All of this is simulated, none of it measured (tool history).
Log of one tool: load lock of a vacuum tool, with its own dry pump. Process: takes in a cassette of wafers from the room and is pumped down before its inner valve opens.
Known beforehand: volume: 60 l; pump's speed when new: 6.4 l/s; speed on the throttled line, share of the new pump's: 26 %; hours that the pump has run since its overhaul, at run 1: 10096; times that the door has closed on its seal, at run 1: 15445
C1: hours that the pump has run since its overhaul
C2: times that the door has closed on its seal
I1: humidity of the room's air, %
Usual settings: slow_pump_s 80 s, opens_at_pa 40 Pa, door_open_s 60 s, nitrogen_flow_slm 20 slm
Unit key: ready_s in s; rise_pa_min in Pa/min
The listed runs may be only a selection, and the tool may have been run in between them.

run 1 day=0.000 | slow_pump_s=80 opens_at_pa=40 door_open_s=60 nitrogen_flow_slm=20 | C1=10096 C2=15445 | I1=44.0 | ready_s=144.5 rise_pa_min=0.114
run 2 day=5.842 | slow_pump_s=80 opens_at_pa=40 door_open_s=60 nitrogen_flow_slm=20 | C1=10236 C2=16098 | I1=45.4 | ready_s=144.5 rise_pa_min=0.117
run 3 day=12.292 | slow_pump_s=120 opens_at_pa=40 door_open_s=60 nitrogen_flow_slm=20 | C1=10391 C2=16818 | I1=45.1 | ready_s=171.4 rise_pa_min=0.123
run 4 day=19.596 | slow_pump_s=120 opens_at_pa=40 door_open_s=30 nitrogen_flow_slm=20 | C1=10566 C2=17633 | I1=45.6 | ready_s=170.4 rise_pa_min=0.115
run 5 day=27.217 | slow_pump_s=80 opens_at_pa=40 door_open_s=27 nitrogen_flow_slm=20 | C1=10749 C2=18484 | I1=44.2 | ready_s=144.8 rise_pa_min=0.119
run 6 day=36.912 | slow_pump_s=80 opens_at_pa=40 door_open_s=27 nitrogen_flow_slm=20 | C1=10982 C2=19567 | I1=47.5 | ready_s=144.9 rise_pa_min=0.134
run 7 day=41.325 | slow_pump_s=80 opens_at_pa=40 door_open_s=27 nitrogen_flow_slm=20 | C1=11087 C2=20059 | I1=42.7 | ready_s=144.4 rise_pa_min=0.134
run 8 day=48.279 | slow_pump_s=80 opens_at_pa=40 door_open_s=27 nitrogen_flow_slm=20 | C1=11254 C2=20835 | I1=43.3 | ready_s=146.0 rise_pa_min=0.144
run 9 day=52.833 | slow_pump_s=80 opens_at_pa=40 door_open_s=27 nitrogen_flow_slm=20 | C1=11364 C2=21344 | I1=43.9 | ready_s=144.2 rise_pa_min=0.141
run 10 day=61.071 | slow_pump_s=80 opens_at_pa=40 door_open_s=27 nitrogen_flow_slm=20 | C1=11561 C2=22263 | I1=49.0 | ready_s=147.7 rise_pa_min=0.162

Predict the results of run 11:
run 11 day=70.512 | slow_pump_s=80 opens_at_pa=40 door_open_s=27 nitrogen_flow_slm=20 | C1=11788 C2=23318 | I1=46.7 | ready_s=? rise_pa_min=?

ready_s: 146.4 s
rise_pa_min: 0.167 Pa/min
Were there no unlogged condition in the tool, this run, its random variation unchanged, would have produced ready_s 133.3 s, rise_pa_min 0.018 Pa/min.
